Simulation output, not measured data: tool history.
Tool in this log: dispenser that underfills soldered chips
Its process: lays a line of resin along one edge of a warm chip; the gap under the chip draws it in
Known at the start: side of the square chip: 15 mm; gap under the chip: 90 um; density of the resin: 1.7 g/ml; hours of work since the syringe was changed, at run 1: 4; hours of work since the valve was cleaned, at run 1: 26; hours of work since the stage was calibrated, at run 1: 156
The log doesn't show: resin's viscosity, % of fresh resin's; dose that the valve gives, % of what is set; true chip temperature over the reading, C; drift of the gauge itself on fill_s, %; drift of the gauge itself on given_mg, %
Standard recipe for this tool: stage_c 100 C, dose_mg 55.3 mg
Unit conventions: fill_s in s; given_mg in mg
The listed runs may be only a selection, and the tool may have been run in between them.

run   hour  stage_c  dose_mg  hours of work since the syringe was changed  hours of work since the valve was cleaned  hours of work since the stage was calibrated  fill_s  given_mg
  1      0      100     55.3                                            4                                         26                                           156    74.3     54.12
  2    3.5      100     55.3                                            6                                         28                                           158    82.1     53.85
  3    7.9      100     68.5                                            9                                         31                                           161    90.5     66.63
       8.7  -- new syringe of resin
  4     13       98     55.3                                            3                                         35                                           165    75.6     53.53
  5   17.4      107     55.3                                            6                                         38                                           168    67.7     53.79
      22.6  -- new syringe of resin
  6   22.8      100     55.3                                            0                                         42                                           172    65.1     53.47
  7   28.8      100     55.3                                            4                                         46                                           176    76.2      52.9
  8   33.9      100     55.3                                            8                                         49                                           180    87.7     53.24
      36.5  -- new syringe of resin
  9     39      100     55.3                                            2                                         53                                           183    69.9      52.8
 10   41.8      100     58.3                                            4                                         55                                           185    75.8     56.01
 11   46.4       89     58.3                                            7                                         58                                           188   118.9     55.61
      50.5  -- new syringe of resin
 12   51.6       89     58.3                                            1                                         62                                           192    92.1     55.65
 13   55.2       89     58.3                                            3                                         64                                           194   101.2     55.16
 14   60.5       89     58.3                                            7                                         68                                           198   117.4     55.04
      64.8  -- new syringe of resin
 15   66.7       89     58.3                                            1                                         72                                           202      90      54.9
 16   71.4      110     55.3                                            5                                         76                                           206    59.9      51.4
 17   74.8      110     55.3                                            7                                         78                                           208    64.3      52.1
      78.9  -- new syringe of resin
 18   80.5      100     57.3                                            1                                         82                                           212    68.8     53.24
 19   84.1      100     57.3                                            4                                         85                                           215    76.8     53.25
 20   88.6       95       56                                            7                                         88                                           218    97.1      52.2
      93.1  -- new syringe of resin
 21   95.9      109     52.8                                            2                                         93                                           223    57.1     48.81
 22  100.9       88     62.9                                            6                                         97                                           227   112.2     57.96
       107  -- new syringe of resin
 23  107.5       95       64                                            0                                        101                                           231    74.9     58.55
 24  110.7       95     50.3                                            3                                        103                                           233    84.7     46.39
 25  115.1       95     50.3                                            6                                        107                                           237    93.8     45.72
     121.1  -- new syringe of resin
 26  122.3       95     50.3                                            1                                        111                                           242    80.6     45.38
 27  125.3       93       57                                            3                                        114                                           244    91.2     51.58
 28  130.3      100     55.7                                            7                                        117                                           247    85.8      50.4
     135.2  -- new syringe of resin
 29  136.4       96     67.8                                            1                                        121                                           251    75.2     61.43
 30  141.4      108     56.7                                            4                                        125                                           255    63.7      50.8
 31  144.4      107     66.4                                            7                                        127                                           257    69.7     59.69
 32  147.4      107     66.4                                            9                                        129                                           259    74.5     59.38
       149  -- new syringe of resin
 33  153.4      100     54.5                                            3                                        133                                           263    77.6      48.6
 34  159.7      100     54.5                                            8                                        138                                           268    89.9     48.13
     161.3  -- dispensing valve cleaned and set on the balance
     164.1  -- new syringe of resin
 35  165.9      100     54.5                                            1                                          3                                           271    69.4     54.74
 36  169.2       97     60.5                                            4                                          5                                           274    80.9     60.67

Subtracting, for every run, the result it would have given without the tool's unlogged condition from the measured result gives the following. The same run-to-run variation enters both numbers; the gauge's scatter may not:
run  fill_s  given_mg
  1     +12      -1.1
  2   +19.3      -1.2
  3   +28.9     -1.69
  4   +10.7     -1.54
  5   +15.8      -1.7
  6    +3.3     -1.86
  7   +14.6     -2.04
  8   +25.8     -2.23
  9    +8.1     -2.39
 10   +13.5     -2.63
 11   +32.6     -2.77
 12    +8.6     -2.94
 13   +17.8     -3.06
 14   +33.3     -3.23
 15    +7.2     -3.45
 16   +11.1      -3.4
 17   +16.4     -3.57
 18      +7     -3.83
 19   +14.1     -3.94
 20     +27     -4.03
 21    +7.6     -4.01
 22   +27.1     -4.98
 23    +4.2     -5.33
 24   +12.3     -4.31
 25   +22.5     -4.42
 26    +8.6     -4.61
 27   +15.3     -5.36
 28   +23.1     -5.42
 29    +6.6     -6.85
 30     +13     -5.86
 31   +18.2        -7
 32   +23.6     -7.11
 33   +14.4     -6.02
 34   +27.6     -6.18
 35    +6.8     -0.07
 36   +14.2      -0.2

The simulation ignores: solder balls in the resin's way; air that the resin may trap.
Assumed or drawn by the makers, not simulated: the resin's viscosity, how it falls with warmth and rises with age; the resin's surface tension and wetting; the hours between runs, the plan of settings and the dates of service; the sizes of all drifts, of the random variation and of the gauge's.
